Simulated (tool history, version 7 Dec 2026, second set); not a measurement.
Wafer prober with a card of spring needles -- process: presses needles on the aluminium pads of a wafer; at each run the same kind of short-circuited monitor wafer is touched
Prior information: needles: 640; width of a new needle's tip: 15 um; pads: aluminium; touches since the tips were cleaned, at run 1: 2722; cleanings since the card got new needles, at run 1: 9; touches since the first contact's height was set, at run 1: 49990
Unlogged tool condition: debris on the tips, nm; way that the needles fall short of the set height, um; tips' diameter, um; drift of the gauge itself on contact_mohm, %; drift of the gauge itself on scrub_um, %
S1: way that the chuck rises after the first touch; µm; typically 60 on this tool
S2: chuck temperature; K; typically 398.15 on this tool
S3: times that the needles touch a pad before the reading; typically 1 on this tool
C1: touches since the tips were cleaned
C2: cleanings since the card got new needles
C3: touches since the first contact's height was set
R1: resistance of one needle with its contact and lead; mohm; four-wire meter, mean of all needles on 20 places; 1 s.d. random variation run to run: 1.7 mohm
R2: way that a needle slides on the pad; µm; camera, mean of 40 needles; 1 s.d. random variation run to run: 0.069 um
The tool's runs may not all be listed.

run 1 hour=0 | S1=60 S2=398.15 S3=1 | C1=2722 C2=9 C3=49990 | R1=244 R2=15.6
-- hour=7.7 tips cleaned on abrasive film
run 2 hour=7.7 | S1=60 S2=398.15 S3=1 | C1=0 C2=10 C3=51687 | R1=179 R2=15.51
run 3 hour=17.4 | S1=60 S2=398.15 S3=1 | C1=2151 C2=10 C3=53838 | R1=234 R2=15.46
run 4 hour=23.3 | S1=60 S2=398.15 S3=1 | C1=3452 C2=10 C3=55139 | R1=251 R2=15.56
-- hour=27.4 tips cleaned on abrasive film
run 5 hour=29.3 | S1=60 S2=398.15 S3=1 | C1=417 C2=11 C3=56455 | R1=197 R2=15.46
run 6 hour=35.8 | S1=60 S2=398.15 S3=1 | C1=1877 C2=11 C3=57915 | R1=239 R2=15.69
run 7 hour=40.8 | S1=43 S2=398.15 S3=1 | C1=2986 C2=11 C3=59024 | R1=319 R2=10.98
-- hour=47.6 tips cleaned on abrasive film
run 8 hour=49.8 | S1=60 S2=398.15 S3=1 | C1=481 C2=12 C3=60994 | R1=198 R2=15.47
run 9 hour=57.8 | S1=60 S2=398.15 S3=1 | C1=2267 C2=12 C3=62780 | R1=245 R2=15.62
run 10 hour=61.9 | S1=60 S2=398.15 S3=1 | C1=3173 C2=12 C3=63686 | R1=255 R2=15.53
-- hour=67.4 tips cleaned on abrasive film
run 11 hour=69.1 | S1=60 S2=398.15 S3=1 | C1=381 C2=13 C3=65268 | R1=200 R2=15.51
run 12 hour=78.2 | S1=60 S2=398.15 S3=1 | C1=2399 C2=13 C3=67286 | R1=246 R2=15.44
run 13 hour=84.9 | S1=60 S2=301.15 S3=1 | C1=3899 C2=13 C3=68786 | R1=259 R2=15.46
-- hour=87.3 tips cleaned on abrasive film
run 14 hour=93.3 | S1=60 S2=398.15 S3=1 | C1=1335 C2=14 C3=70626 | R1=222 R2=15.51
run 15 hour=100.9 | S1=60 S2=398.15 S3=1 | C1=3021 C2=14 C3=72312 | R1=252 R2=15.57
run 16 hour=105.2 | S1=60 S2=398.15 S3=1 | C1=3980 C2=14 C3=73271 | R1=260 R2=15.45
-- hour=107.5 tips cleaned on abrasive film
run 17 hour=109.2 | S1=60 S2=398.15 S3=1 | C1=368 C2=15 C3=74142 | R1=194 R2=15.41
run 18 hour=117.6 | S1=60 S2=398.15 S3=1 | C1=2245 C2=15 C3=76019 | R1=244 R2=15.36
run 19 hour=124.1 | S1=48 S2=302.15 S3=1 | C1=3680 C2=15 C3=77454 | R1=311 R2=12.23
-- hour=127.3 tips cleaned on abrasive film
run 20 hour=132.4 | S1=50 S2=300.15 S3=1 | C1=1130 C2=16 C3=79275 | R1=232 R2=12.87
run 21 hour=137.9 | S1=57 S2=314.15 S3=2 | C1=2367 C2=16 C3=80512 | R1=212 R2=14.69
-- hour=146.9 tips cleaned on abrasive film
run 22 hour=146.9 | S1=51 S2=336.15 S3=3 | C1=0 C2=17 C3=82479 | R1=170 R2=13
run 23 hour=155.6 | S1=51 S2=336.15 S3=3 | C1=1938 C2=17 C3=84417 | R1=201 R2=12.95
run 24 hour=163 | S1=51 S2=336.15 S3=3 | C1=3592 C2=17 C3=86071 | R1=210 R2=13.04
-- hour=167 tips cleaned on abrasive film
run 25 hour=172.8 | S1=51 S2=336.15 S3=3 | C1=1290 C2=18 C3=88216 | R1=193 R2=12.98
run 26 hour=178.9 | S1=52 S2=398.15 S3=1 | C1=2660 C2=18 C3=89586 | R1=276 R2=13.22
-- hour=187 tips cleaned on abrasive film
run 27 hour=187.6 | S1=42 S2=318.15 S3=2 | C1=126 C2=19 C3=91479 | R1=184 R2=10.55
run 28 hour=195.7 | S1=70 S2=332.15 S3=1 | C1=1929 C2=19 C3=93282 | R1=212 R2=17.95
run 29 hour=204.9 | S1=70 S2=332.15 S3=1 | C1=3988 C2=19 C3=95341 | R1=236 R2=17.95
-- hour=206.6 tips cleaned on abrasive film
run 30 hour=214 | S1=70 S2=332.15 S3=1 | C1=1639 C2=20 C3=97339 | R1=214 R2=17.97
run 31 hour=218.6 | S1=60 S2=398.15 S3=1 | C1=2668 C2=20 C3=98368 | R1=250 R2=15.34
run 32 hour=223.8 | S1=63 S2=398.15 S3=1 | C1=3816 C2=20 C3=99516 | R1=254 R2=16.21
-- hour=226.6 tips cleaned on abrasive film
run 33 hour=229.6 | S1=41 S2=395.15 S3=1 | C1=675 C2=21 C3=100787 | R1=248 R2=10.26
run 34 hour=235.6 | S1=72 S2=353.15 S3=3 | C1=2004 C2=21 C3=102116 | R1=183 R2=18.38

Some steps in R1 between neighbouring runs. How much of each would the tool show without its hidden state too (settings, what came in, random variation), and how much is left for the hidden state, with any gauge scatter that isn't in both results?
Run 7 -> 8: S1 43 -> 60, tips cleaned on abrasive film. R1 -121 mohm: hidden state -117, all else -4.
Run 18 -> 19: S1 60 -> 48, S2 398.15 -> 302.15. R1 +67 mohm: hidden state +80, all else -13.
Run 25 -> 26: S1 51 -> 52, S2 336.15 -> 398.15, S3 3 -> 1. R1 +83 mohm: hidden state +70, all else +13.
Run 26 -> 27: S1 52 -> 42, S2 398.15 -> 318.15, S3 1 -> 2, tips cleaned on abrasive film. R1 -92 mohm: hidden state -79, all else -13.

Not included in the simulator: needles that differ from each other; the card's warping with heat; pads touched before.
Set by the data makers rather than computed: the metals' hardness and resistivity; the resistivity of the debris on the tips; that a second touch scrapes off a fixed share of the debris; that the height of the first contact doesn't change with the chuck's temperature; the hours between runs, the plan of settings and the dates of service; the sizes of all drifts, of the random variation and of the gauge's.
